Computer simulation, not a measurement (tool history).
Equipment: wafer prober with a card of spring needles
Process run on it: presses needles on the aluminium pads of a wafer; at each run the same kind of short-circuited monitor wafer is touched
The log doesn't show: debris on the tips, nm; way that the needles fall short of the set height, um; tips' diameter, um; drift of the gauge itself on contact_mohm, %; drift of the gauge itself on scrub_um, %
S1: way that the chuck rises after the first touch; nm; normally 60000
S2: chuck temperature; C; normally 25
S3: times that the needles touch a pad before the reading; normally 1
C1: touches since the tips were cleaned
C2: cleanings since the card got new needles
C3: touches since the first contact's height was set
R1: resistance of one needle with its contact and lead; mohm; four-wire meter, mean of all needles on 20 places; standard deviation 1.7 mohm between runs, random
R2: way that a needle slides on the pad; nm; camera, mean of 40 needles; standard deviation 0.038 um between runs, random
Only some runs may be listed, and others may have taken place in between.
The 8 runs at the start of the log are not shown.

{"hour": 339.5, "done": "tips cleaned on abrasive film"}
{"run": 9, "hour": 345.9, "S1": 60000, "S2": 25, "S3": 2, "C1": 999, "C2": 14, "C3": 93059, "R1": 173, "R2": 15480}
{"hour": 378.1, "done": "tips cleaned on abrasive film"}
{"run": 10, "hour": 378.1, "S1": 60000, "S2": 25, "S3": 2, "C1": 0, "C2": 15, "C3": 98099, "R1": 177, "R2": 15490}
{"hour": 418.2, "done": "tips cleaned on abrasive film"}
{"run": 11, "hour": 428.5, "S1": 60000, "S2": 25, "S3": 2, "C1": 1610, "C2": 16, "C3": 106000, "R1": 175, "R2": 15550}
{"hour": 459.3, "done": "tips cleaned on abrasive film"}
{"run": 12, "hour": 464.7, "S1": 56000, "S2": 25, "S3": 1, "C1": 849, "C2": 17, "C3": 111669, "R1": 175, "R2": 14520}
{"hour": 499.0, "done": "tips cleaned on abrasive film"}
{"run": 13, "hour": 499.0, "S1": 56000, "S2": 25, "S3": 2, "C1": 0, "C2": 18, "C3": 117042, "R1": 174, "R2": 14490}
{"hour": 540.7, "done": "tips cleaned on abrasive film"}
{"run": 14, "hour": 545.2, "S1": 60000, "S2": 25, "S3": 1, "C1": 709, "C2": 19, "C3": 124284, "R1": 174, "R2": 15590}
{"hour": 580.4, "done": "tips cleaned on abrasive film"}
{"run": 15, "hour": 591.7, "S1": 60000, "S2": 25, "S3": 1, "C1": 1780, "C2": 20, "C3": 131574, "R1": 177, "R2": 15510}
{"hour": 618.7, "done": "tips cleaned on abrasive film"}
{"run": 16, "hour": 641.2, "S1": 57000, "S2": 99, "S3": 1, "C1": 3533, "C2": 21, "C3": 139322, "R1": 192, "R2": 14710}
{"hour": 658.0, "done": "tips cleaned on abrasive film"}
{"run": 17, "hour": 679.6, "S1": 52000, "S2": 65, "S3": 2, "C1": 3407, "C2": 22, "C3": 145352, "R1": 182, "R2": 13420}
{"hour": 697.6, "done": "tips cleaned on abrasive film"}
{"run": 18, "hour": 714.0, "S1": 60000, "S2": 59, "S3": 1, "C1": 2580, "C2": 23, "C3": 150737, "R1": 178, "R2": 15500}
{"hour": 737.2, "done": "tips cleaned on abrasive film"}
{"run": 19, "hour": 740.7, "S1": 58000, "S2": 45, "S3": 2, "C1": 556, "C2": 24, "C3": 154913, "R1": 177, "R2": 14980}
{"hour": 775.8, "done": "tips cleaned on abrasive film"}
{"run": 20, "hour": 788.3, "S1": 43000, "S2": 45, "S3": 2, "C1": 1964, "C2": 25, "C3": 162363, "R1": 185, "R2": 11120}
{"hour": 815.5, "done": "tips cleaned on abrasive film"}
{"run": 21, "hour": 826.7, "S1": 43000, "S2": 45, "S3": 2, "C1": 1755, "C2": 26, "C3": 168374, "R1": 185, "R2": 11110}
{"hour": 856.1, "done": "tips cleaned on abrasive film"}
{"run": 22, "hour": 878.9, "S1": 60000, "S2": 25, "S3": 2, "C1": 3592, "C2": 27, "C3": 176568, "R1": 176, "R2": 15560}
{"hour": 897.6, "done": "tips cleaned on abrasive film"}
{"run": 23, "hour": 929.8, "S1": 60000, "S2": 25, "S3": 2, "C1": 5067, "C2": 28, "C3": 184548, "R1": 172, "R2": 15500}
{"hour": 935.8, "done": "tips cleaned on abrasive film"}
{"run": 24, "hour": 968.6, "S1": 71000, "S2": 102, "S3": 2, "C1": 5147, "C2": 29, "C3": 190619, "R1": 184, "R2": 18330}
{"hour": 976.6, "done": "tips cleaned on abrasive film"}
{"run": 25, "hour": 999.1, "S1": 61000, "S2": 25, "S3": 1, "C1": 3541, "C2": 30, "C3": 195400, "R1": 174, "R2": 15780}
{"hour": 1015.5, "done": "tips cleaned on abrasive film"}
{"run": 26, "hour": 1036.2, "S1": 61000, "S2": 25, "S3": 1, "C1": 3255, "C2": 31, "C3": 201207, "R1": 172, "R2": 15760}
{"hour": 1056.9, "done": "tips cleaned on abrasive film"}
{"run": 27, "hour": 1059.8, "S1": 79000, "S2": 27, "S3": 1, "C1": 454, "C2": 32, "C3": 204898, "R1": 166, "R2": 20460}
{"hour": 1091.0, "done": "height of the first contact set anew"}
{"hour": 1099.1, "done": "tips cleaned on abrasive film"}
{"run": 28, "hour": 1114.5, "S1": 42000, "S2": 34, "S3": 2, "C1": 2424, "C2": 33, "C3": 3666, "R1": 180, "R2": 10890}

Estimate the outcome of run 29 from the log above:
{"hour": 1137.9, "done": "tips cleaned on abrasive film"}
{"run": 29, "hour": 1164.6, "S1": 63000, "S2": 37, "S3": 1, "C1": 4193, "C2": 34, "C3": 11516, "R1": "?", "R2": "?"}

{"run 29": {"R1": 177, "R2": 16270}}
Had the tool carried no hidden state, the very same run would have given R1 177 mohm, R2 16270 nm.

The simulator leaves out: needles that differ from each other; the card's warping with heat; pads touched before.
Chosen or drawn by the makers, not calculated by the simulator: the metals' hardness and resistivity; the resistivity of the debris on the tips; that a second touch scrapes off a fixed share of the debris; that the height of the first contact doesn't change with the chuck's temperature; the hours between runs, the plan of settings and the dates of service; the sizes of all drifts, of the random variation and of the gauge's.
